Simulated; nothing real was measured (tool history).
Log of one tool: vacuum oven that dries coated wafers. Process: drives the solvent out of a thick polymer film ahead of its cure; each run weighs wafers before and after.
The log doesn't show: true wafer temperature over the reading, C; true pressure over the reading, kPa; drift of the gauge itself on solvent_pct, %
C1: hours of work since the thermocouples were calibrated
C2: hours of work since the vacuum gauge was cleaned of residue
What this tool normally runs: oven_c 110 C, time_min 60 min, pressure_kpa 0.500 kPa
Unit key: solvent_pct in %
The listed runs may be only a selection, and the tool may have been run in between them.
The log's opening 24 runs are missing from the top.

Run 25, hour 884.0: usual settings but oven_c 102 C, time_min 107 min, pressure_kpa 0.914 kPa; C1 349; C2 31. Result: solvent_pct 1.160 %.
Run 26, hour 926.1: usual settings but oven_c 100 C, time_min 73 min, pressure_kpa 0.506 kPa; C1 372; C2 53. Result: solvent_pct 1.454 %.
Run 27, hour 954.0: usual settings but oven_c 100 C, time_min 73 min, pressure_kpa 0.506 kPa; C1 386; C2 68. Result: solvent_pct 1.440 %.
Run 28, hour 978.0: usual settings but time_min 59 min, pressure_kpa 0.289 kPa; C1 399; C2 81. Result: solvent_pct 0.750 %.
Run 29, hour 1004.8: usual settings but oven_c 114 C, time_min 47 min; C1 413; C2 95. Result: solvent_pct 1.023 %.
Run 30, hour 1059.3: usual settings but oven_c 107 C, time_min 47 min, pressure_kpa 1.459 kPa; C1 442; C2 124. Result: solvent_pct 2.559 %.
Run 31, hour 1097.5: usual settings but oven_c 95 C, time_min 83 min, pressure_kpa 0.412 kPa; C1 463; C2 144. Result: solvent_pct 1.596 %.
Run 32, hour 1148.0: usual settings but time_min 36 min, pressure_kpa 0.345 kPa; C1 489; C2 171. Result: solvent_pct 2.095 %.
Run 33, hour 1172.7: usual settings but time_min 36 min, pressure_kpa 0.345 kPa; C1 502; C2 184. Result: solvent_pct 2.092 %.
Run 34, hour 1212.5: usual settings but time_min 36 min, pressure_kpa 0.345 kPa; C1 524; C2 205. Result: solvent_pct 2.074 %.
Run 35, hour 1266.6: usual settings but time_min 36 min, pressure_kpa 0.700 kPa; C1 552; C2 234. Result: solvent_pct 2.337 %.
Run 36, hour 1294.1: usual settings but oven_c 106 C, time_min 91 min, pressure_kpa 0.614 kPa; C1 567; C2 248. Result: solvent_pct 0.767 %.
Run 37, hour 1339.3: usual settings but oven_c 106 C, time_min 91 min, pressure_kpa 0.614 kPa; C1 591; C2 272. Result: solvent_pct 0.767 %.
Run 38, hour 1394.7: usual settings but oven_c 106 C, time_min 91 min, pressure_kpa 0.614 kPa; C1 620; C2 302. Result: solvent_pct 0.773 %.
Run 39, hour 1437.2: usual settings but oven_c 118 C, time_min 53 min, pressure_kpa 0.614 kPa; C1 643; C2 324. Result: solvent_pct 0.650 %.
Run 40, hour 1469.2: usual settings but oven_c 118 C, time_min 53 min, pressure_kpa 0.750 kPa; C1 660; C2 341. Result: solvent_pct 0.729 %.
Run 41, hour 1505.2: usual settings but oven_c 118 C, time_min 53 min, pressure_kpa 0.750 kPa; C1 679; C2 360. Result: solvent_pct 0.740 %.
Run 42, hour 1536.6: usual settings but oven_c 99 C, time_min 31 min, pressure_kpa 0.308 kPa; C1 696; C2 377. Result: solvent_pct 4.557 %.

Alternative continuations, all from the tool just after run 42; predict every row:
Run A, hour 1563.0: usual settings but pressure_kpa 1.358 kPa; C1 710; C2 391. Result: solvent_pct ?.
Run B, hour 1563.0: usual settings but oven_c 101 C, time_min 79 min, pressure_kpa 0.321 kPa; C1 710; C2 391. Result: solvent_pct ?.
Run C, hour 1563.0: usual settings but oven_c 122 C, time_min 34 min, pressure_kpa 0.799 kPa; C1 710; C2 391. Result: solvent_pct ?.

run  solvent_pct
  A        1.553
  B        0.968
  C        1.139
With no hidden state in the tool, these same runs would have given:
run  solvent_pct
  A        1.630
  B        1.021
  C        1.221
